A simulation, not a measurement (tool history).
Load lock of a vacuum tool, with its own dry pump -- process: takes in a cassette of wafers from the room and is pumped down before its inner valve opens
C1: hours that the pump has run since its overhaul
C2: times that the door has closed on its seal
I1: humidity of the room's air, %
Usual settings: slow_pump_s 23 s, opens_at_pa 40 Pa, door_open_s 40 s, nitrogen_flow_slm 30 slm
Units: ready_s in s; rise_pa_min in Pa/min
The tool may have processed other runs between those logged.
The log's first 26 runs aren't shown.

Run 27, hour 1875.8: usual settings but slow_pump_s 21 s; C1 5878; C2 13704; I1 43.1. Result: ready_s 38.5 s, rise_pa_min 0.015 Pa/min.
Run 28, hour 1922.5: usual settings but slow_pump_s 33 s, door_open_s 164 s; C1 5925; C2 13877; I1 43.8. Result: ready_s 46.9 s, rise_pa_min 0.021 Pa/min.
Run 29, hour 2000.7: usual settings but slow_pump_s 25 s, door_open_s 129 s, nitrogen_flow_slm 10 slm; C1 6003; C2 14166; I1 46.9. Result: ready_s 42 s, rise_pa_min 0.04 Pa/min.
Run 30, hour 2046.1: usual settings but opens_at_pa 53 Pa; C1 6049; C2 14334; I1 45.9. Result: ready_s 39 s, rise_pa_min 0.014 Pa/min.
Run 31, hour 2106.8: usual settings but opens_at_pa 53 Pa; C1 6109; C2 14558; I1 45.4. Result: ready_s 39.4 s, rise_pa_min 0.013 Pa/min.
Run 32, hour 2147.3: usual settings but opens_at_pa 53 Pa; C1 6150; C2 14708; I1 47.2. Result: ready_s 39.2 s, rise_pa_min 0.01 Pa/min.
Run 33, hour 2218.7: usual settings but slow_pump_s 31 s, door_open_s 166 s, nitrogen_flow_slm 4 slm; C1 6221; C2 14972; I1 46.9. Result: ready_s 46 s, rise_pa_min 0.058 Pa/min.
Run 34, hour 2276.9: usual settings but slow_pump_s 22 s, opens_at_pa 28 Pa, door_open_s 224 s, nitrogen_flow_slm 4 slm; C1 6280; C2 15187; I1 46.6. Result: ready_s 40.3 s, rise_pa_min 0.07 Pa/min.
Run 35, hour 2361.9: usual settings but door_open_s 25 s, nitrogen_flow_slm 5 slm; C1 6364; C2 15501; I1 46.5. Result: ready_s 40.1 s, rise_pa_min 0.024 Pa/min.

For run 36, what comes out?
Run 36, hour 2404.9: usual settings but door_open_s 25 s, nitrogen_flow_slm 5 slm; C1 6408; C2 15660; I1 47.1. Result: ready_s ?, rise_pa_min ?.

ready_s: 39.9 s
rise_pa_min: 0.028 Pa/min
Minus the tool's unlogged condition, the same run would have read ready_s 39.9 s, rise_pa_min 0.027 Pa/min.
